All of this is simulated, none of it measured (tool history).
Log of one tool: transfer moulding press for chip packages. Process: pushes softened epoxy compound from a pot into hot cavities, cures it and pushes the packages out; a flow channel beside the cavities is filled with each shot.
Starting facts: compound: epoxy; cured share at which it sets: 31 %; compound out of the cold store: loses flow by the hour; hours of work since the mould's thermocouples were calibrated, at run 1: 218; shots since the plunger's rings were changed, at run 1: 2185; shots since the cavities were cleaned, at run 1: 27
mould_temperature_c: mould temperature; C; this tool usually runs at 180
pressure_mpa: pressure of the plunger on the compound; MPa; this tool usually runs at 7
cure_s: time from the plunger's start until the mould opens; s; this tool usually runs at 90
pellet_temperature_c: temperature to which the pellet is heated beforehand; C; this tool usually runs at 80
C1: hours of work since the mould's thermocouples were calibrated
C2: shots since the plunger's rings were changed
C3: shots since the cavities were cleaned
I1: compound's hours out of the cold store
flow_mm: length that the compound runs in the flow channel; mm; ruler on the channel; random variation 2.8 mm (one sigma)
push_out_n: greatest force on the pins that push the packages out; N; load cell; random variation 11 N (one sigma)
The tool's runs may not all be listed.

Run 1, hour 0: usual settings; C1 218; C2 2185; C3 27; I1 10. Result: flow_mm 878 mm, push_out_n 551 N.
Run 2, hour 4.8: usual settings but cure_s 79 s; C1 222; C2 2248; C3 90; I1 18.2. Result: flow_mm 858 mm, push_out_n 743 N.
Run 3, hour 9.4: usual settings; C1 225; C2 2309; C3 151; I1 38.1. Result: flow_mm 816 mm, push_out_n 551 N.
Run 4, hour 16.4: usual settings; C1 230; C2 2401; C3 243; I1 42.5. Result: flow_mm 806 mm, push_out_n 547 N.
Run 5, hour 20.3: usual settings; C1 233; C2 2452; C3 294; I1 17.5. Result: flow_mm 861 mm, push_out_n 604 N.
Run 6, hour 24.3: usual settings; C1 236; C2 2505; C3 347; I1 44.6. Result: flow_mm 800 mm, push_out_n 607 N.
Run 7, hour 29: usual settings; C1 239; C2 2568; C3 410; I1 10. Result: flow_mm 870 mm, push_out_n 650 N.
Run 8, hour 36.6: usual settings; C1 245; C2 2668; C3 510; I1 36. Result: flow_mm 816 mm, push_out_n 665 N.
At hour 42.4: cavities cleaned with cleaning compound and waxed.
Run 9, hour 46.6: usual settings but pressure_mpa 5.64 MPa; C1 251; C2 2780; C3 55; I1 42. Result: flow_mm 721 mm, push_out_n 523 N.
Run 10, hour 52.1: usual settings but pressure_mpa 5.64 MPa; C1 255; C2 2853; C3 128; I1 11.4. Result: flow_mm 776 mm, push_out_n 570 N.
Run 11, hour 60.6: usual settings but pressure_mpa 5.64 MPa; C1 261; C2 2965; C3 240; I1 30.1. Result: flow_mm 740 mm, push_out_n 583 N.
Run 12, hour 66.3: usual settings; C1 265; C2 3040; C3 315; I1 44.8. Result: flow_mm 795 mm, push_out_n 589 N.
Run 13, hour 71.4: usual settings; C1 269; C2 3108; C3 383; I1 19.8. Result: flow_mm 845 mm, push_out_n 624 N.
Run 14, hour 78.9: usual settings; C1 274; C2 3207; C3 482; I1 8.9. Result: flow_mm 870 mm, push_out_n 666 N.
Run 15, hour 83.5: usual settings; C1 277; C2 3268; C3 543; I1 20.2. Result: flow_mm 843 mm, push_out_n 652 N.
At hour 86.8: cavities cleaned with cleaning compound and waxed.
Run 16, hour 89.1: usual settings but mould_temperature_c 188 C, pressure_mpa 6.94 MPa, pellet_temperature_c 88 C; C1 280; C2 3321; C3 30; I1 44.6. Result: flow_mm 771 mm, push_out_n 387 N.
Run 17, hour 97.7: usual settings; C1 286; C2 3436; C3 145; I1 37.4. Result: flow_mm 811 mm, push_out_n 562 N.
Run 18, hour 102.3: usual settings; C1 290; C2 3495; C3 204; I1 10.5. Result: flow_mm 863 mm, push_out_n 592 N.
Run 19, hour 109.4: usual settings but cure_s 102 s, pellet_temperature_c 73 C; C1 295; C2 3590; C3 299; I1 11.6. Result: flow_mm 867 mm, push_out_n 507 N.
Run 20, hour 117.7: usual settings but cure_s 102 s, pellet_temperature_c 73 C; C1 301; C2 3699; C3 408; I1 25.9. Result: flow_mm 828 mm, push_out_n 520 N.
Run 21, hour 125.7: usual settings but cure_s 102 s, pellet_temperature_c 73 C; C1 306; C2 3804; C3 513; I1 11.4. Result: flow_mm 859 mm, push_out_n 527 N.
At hour 131.6: cavities cleaned with cleaning compound and waxed.
Run 22, hour 135.2: usual settings but cure_s 102 s, pellet_temperature_c 73 C; C1 312; C2 3910; C3 47; I1 26.9. Result: flow_mm 826 mm, push_out_n 442 N.
Run 23, hour 144.2: usual settings but mould_temperature_c 183 C, pressure_mpa 7.55 MPa, cure_s 95 s, pellet_temperature_c 90 C; C1 319; C2 4029; C3 166; I1 35.6. Result: flow_mm 829 mm, push_out_n 432 N.
Run 24, hour 149.6: usual settings but mould_temperature_c 183 C, pressure_mpa 7.55 MPa, cure_s 95 s, pellet_temperature_c 90 C; C1 323; C2 4100; C3 237; I1 38.6. Result: flow_mm 825 mm, push_out_n 463 N.
Run 25, hour 158.7: usual settings but mould_temperature_c 174 C, pressure_mpa 6.44 MPa, cure_s 128 s, pellet_temperature_c 83 C; C1 329; C2 4221; C3 358; I1 23.1. Result: flow_mm 814 mm, push_out_n 501 N.
Run 26, hour 164.5: usual settings but mould_temperature_c 176 C, pressure_mpa 7.57 MPa, cure_s 128 s, pellet_temperature_c 83 C; C1 333; C2 4298; C3 435; I1 17.8. Result: flow_mm 887 mm, push_out_n 481 N.
Run 27, hour 173.1: usual settings but mould_temperature_c 176 C, pressure_mpa 7.57 MPa, cure_s 128 s, pellet_temperature_c 78 C; C1 339; C2 4411; C3 548; I1 19.6. Result: flow_mm 884 mm, push_out_n 500 N.
At hour 175.9: cavities cleaned with cleaning compound and waxed.
Run 28, hour 181.9: usual settings but mould_temperature_c 176 C, pressure_mpa 7.57 MPa, cure_s 128 s, pellet_temperature_c 78 C; C1 345; C2 4508; C3 79; I1 47.5. Result: flow_mm 828 mm, push_out_n 402 N.
Run 29, hour 185.9: usual settings but mould_temperature_c 187 C, pressure_mpa 8.63 MPa, cure_s 91 s, pellet_temperature_c 78 C; C1 348; C2 4561; C3 132; I1 8.3. Result: flow_mm 932 mm, push_out_n 403 N.

Entry by entry between the runs, the difference in hidden state between the last listed run before and the first listed run after:
Run 8 -> run 9: cavities cleaned with cleaning compound and waxed (hour 42.4)
  pressure that reaches the compound, % of what is set: 95.43 -> 95.27; grip of the stained cavities, % over clean ones': 27.7 -> 4.1
  the result without the hidden state subtracted from the measured one, flow_mm: -20 -> -18 mm; push_out_n: +139 -> +17 N
Run 15 -> run 16: cavities cleaned with cleaning compound and waxed (hour 86.8)
  true mould temperature over the reading, C: 0.15 -> 0.16; pressure that reaches the compound, % of what is set: 94.59 -> 94.52; grip of the stained cavities, % over clean ones': 28.6 -> 3.1
  the result without the hidden state subtracted from the measured one, flow_mm: -24 -> -23 mm; push_out_n: +139 -> +10 N
Run 21 -> run 22: cavities cleaned with cleaning compound and waxed (hour 131.6)
  true mould temperature over the reading, C: 0.18 -> 0.19; pressure that reaches the compound, % of what is set: 93.83 -> 93.68; grip of the stained cavities, % over clean ones': 27.5 -> 5.2
  the result without the hidden state subtracted from the measured one, flow_mm: -28 -> -28 mm; push_out_n: +111 -> +18 N
Run 27 -> run 28: cavities cleaned with cleaning compound and waxed (hour 175.9)
  true mould temperature over the reading, C: 0.21 -> 0.22; pressure that reaches the compound, % of what is set: 92.99 -> 92.84; grip of the stained cavities, % over clean ones': 29.8 -> 6.1
  the result without the hidden state subtracted from the measured one, flow_mm: -34 -> -33 mm; push_out_n: +111 -> +20 N
